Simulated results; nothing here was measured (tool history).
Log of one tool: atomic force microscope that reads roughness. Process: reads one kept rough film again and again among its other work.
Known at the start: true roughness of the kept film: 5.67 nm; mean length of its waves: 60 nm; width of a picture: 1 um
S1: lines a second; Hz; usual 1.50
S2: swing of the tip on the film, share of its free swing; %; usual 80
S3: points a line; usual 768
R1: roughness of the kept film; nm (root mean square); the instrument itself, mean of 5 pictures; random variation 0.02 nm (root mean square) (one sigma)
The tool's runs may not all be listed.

run   hour    S1  S2   S3     R1
  1    0.0  1.50  80  768  4.693
  2   67.5  1.50  82  768  4.348
      75.9  -- new tip fitted
  3  126.2  1.50  82  768  4.623
  4  175.8  1.50  80  768  4.440
     210.1  -- new tip fitted
  5  211.7  1.50  80  768  4.907
  6  253.0  1.50  80  768  4.700
  7  297.9  1.50  80  768  4.529
     341.8  -- new tip fitted
  8  352.4  1.50  80  965  4.872
  9  394.1  1.50  80  965  4.645
 10  438.3  1.50  80  965  4.451
     443.7  -- height scale calibrated on a step standard
     473.4  -- new tip fitted
 11  485.8  1.50  80  965  4.847
 12  539.8  1.50  58  881  4.851
     561.2  -- height scale calibrated on a step standard, once more
 13  570.3  1.79  86  419  4.304
     607.4  -- new tip fitted
 14  610.6  1.79  86  419  4.705
 15  644.9  1.79  86  419  4.551
 16  680.5  2.19  73  805  4.633
 17  711.7  2.19  73  805  4.506
     739.4  -- new tip fitted
 18  748.6  1.50  67  770  5.079
 19  787.1  1.50  70  768  4.855

Some steps in R1 between neighbouring runs. How much of each would the tool show without its hidden state too (settings, what came in, random variation), and how much is left for the hidden state, with any gauge scatter that isn't in both results?
The hidden state here: radius of the tip, nm; height scale over the true one, %; drift of the gauge itself on roughness_nm, %.
Run 4 -> 5: new tip fitted. R1 +0.467 nm (root mean square): hidden state +0.475, all else -0.008.
Run 17 -> 18: S1 2.19 -> 1.50, S2 73 -> 67, S3 805 -> 770, new tip fitted. R1 +0.573 nm (root mean square): hidden state +0.398, all else +0.175.
